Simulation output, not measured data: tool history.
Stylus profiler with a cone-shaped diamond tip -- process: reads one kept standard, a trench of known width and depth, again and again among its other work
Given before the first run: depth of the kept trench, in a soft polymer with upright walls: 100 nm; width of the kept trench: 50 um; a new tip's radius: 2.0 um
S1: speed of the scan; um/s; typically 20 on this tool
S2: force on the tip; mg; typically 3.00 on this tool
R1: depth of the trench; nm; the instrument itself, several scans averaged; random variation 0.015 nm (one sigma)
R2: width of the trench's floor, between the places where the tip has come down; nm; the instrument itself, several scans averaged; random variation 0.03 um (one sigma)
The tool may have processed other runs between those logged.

run 1 hour=0.0 | S1=20 S2=3.00 | R1=101.74 R2=48530
run 2 hour=12.8 | S1=8 S2=3.00 | R1=101.71 R2=48570
run 3 hour=41.1 | S1=8 S2=3.00 | R1=101.71 R2=48600
run 4 hour=61.1 | S1=8 S2=3.00 | R1=101.71 R2=48550
run 5 hour=80.8 | S1=20 S2=3.00 | R1=101.72 R2=48550
run 6 hour=98.2 | S1=20 S2=3.00 | R1=101.72 R2=48520
run 7 hour=127.2 | S1=20 S2=3.00 | R1=101.70 R2=48500
run 8 hour=143.4 | S1=20 S2=3.00 | R1=101.74 R2=48540
run 9 hour=161.5 | S1=20 S2=1.87 | R1=101.30 R2=48440
run 10 hour=177.1 | S1=8 S2=3.00 | R1=101.74 R2=48580
run 11 hour=189.8 | S1=8 S2=3.00 | R1=101.73 R2=48650
run 12 hour=204.8 | S1=26 S2=3.00 | R1=101.75 R2=48470
run 13 hour=219.0 | S1=26 S2=3.00 | R1=101.75 R2=48470
run 14 hour=233.4 | S1=26 S2=3.00 | R1=101.74 R2=48500
run 15 hour=249.8 | S1=26 S2=3.00 | R1=101.76 R2=48460
run 16 hour=264.0 | S1=66 S2=3.00 | R1=101.75 R2=48380
run 17 hour=287.4 | S1=20 S2=3.00 | R1=101.77 R2=48500
run 18 hour=314.3 | S1=20 S2=3.00 | R1=101.74 R2=48470
run 19 hour=344.2 | S1=20 S2=3.00 | R1=101.76 R2=48560
run 20 hour=371.8 | S1=20 S2=2.91 | R1=101.75 R2=48440
run 21 hour=401.7 | S1=20 S2=2.91 | R1=101.72 R2=48500
run 22 hour=414.3 | S1=20 S2=5.72 | R1=102.64 R2=48510
run 23 hour=435.8 | S1=20 S2=5.72 | R1=102.63 R2=48450
run 24 hour=459.7 | S1=20 S2=5.72 | R1=102.59 R2=48550
run 25 hour=487.5 | S1=20 S2=5.72 | R1=102.64 R2=48520
run 26 hour=501.2 | S1=55 S2=4.25 | R1=102.16 R2=48420
run 27 hour=526.2 | S1=6 S2=1.56 | R1=101.21 R2=48500
run 28 hour=549.5 | S1=37 S2=3.00 | R1=101.75 R2=48440
run 29 hour=577.7 | S1=37 S2=5.57 | R1=102.59 R2=48440
run 30 hour=606.3 | S1=37 S2=5.57 | R1=102.58 R2=48440
run 31 hour=633.2 | S1=14 S2=3.00 | R1=101.78 R2=48480
run 32 hour=649.1 | S1=22 S2=2.75 | R1=101.68 R2=48430
run 33 hour=678.5 | S1=14 S2=1.66 | R1=101.25 R2=48500
run 34 hour=696.2 | S1=23 S2=3.63 | R1=102.00 R2=48460
-- hour=704.9 height scale calibrated on a step standard
run 35 hour=725.0 | S1=14 S2=3.00 | R1=101.55 R2=48460
run 36 hour=754.4 | S1=14 S2=5.43 | R1=102.32 R2=48500
run 37 hour=768.6 | S1=14 S2=5.43 | R1=102.31 R2=48460
run 38 hour=783.4 | S1=14 S2=5.43 | R1=102.35 R2=48470
run 39 hour=806.6 | S1=10 S2=1.12 | R1=100.81 R2=48510
run 40 hour=827.4 | S1=28 S2=3.06 | R1=101.62 R2=48400
run 41 hour=846.2 | S1=21 S2=1.00 | R1=100.78 R2=48390
run 42 hour=876.6 | S1=21 S2=1.00 | R1=100.74 R2=48370
run 43 hour=901.5 | S1=40 S2=2.29 | R1=101.32 R2=48350
run 44 hour=930.9 | S1=40 S2=2.29 | R1=101.33 R2=48330
run 45 hour=943.4 | S1=5 S2=1.13 | R1=100.83 R2=48430
run 46 hour=957.9 | S1=7 S2=6.87 | R1=102.76 R2=48480

How would selected steps in R1 from run to run divide? Give the signed amount a tool lacking its hidden state would still show from settings, what came in and random variation, and the signed amount left for the hidden state, including any gauge scatter that is not in both of the compared results.
What the log doesn't record here: radius of the tip, um; height scale over the true one, %; drift of the gauge itself on depth_nm, %; drift of the gauge itself on floor_um, %.
Run 3 -> 4: no setting touched and nothing written in the log between the runs. R1 +0.00 nm: hidden state +0.01, all else -0.01.
Run 24 -> 25: no setting touched and nothing written in the log between the runs. R1 +0.05 nm: hidden state +0.02, all else +0.03.
Run 26 -> 27: S1 55 -> 6, S2 4.25 -> 1.56. R1 -0.95 nm: hidden state +0.00, all else -0.95.
Run 34 -> 35: S1 23 -> 14, S2 3.63 -> 3.00, height scale calibrated on a step standard. R1 -0.45 nm: hidden state -0.22, all else -0.23.
Run 38 -> 39: S1 14 -> 10, S2 5.43 -> 1.12. R1 -1.54 nm: hidden state +0.01, all else -1.55.
Run 45 -> 46: S1 5 -> 7, S2 1.13 -> 6.87. R1 +1.93 nm: hidden state +0.00, all else +1.93.
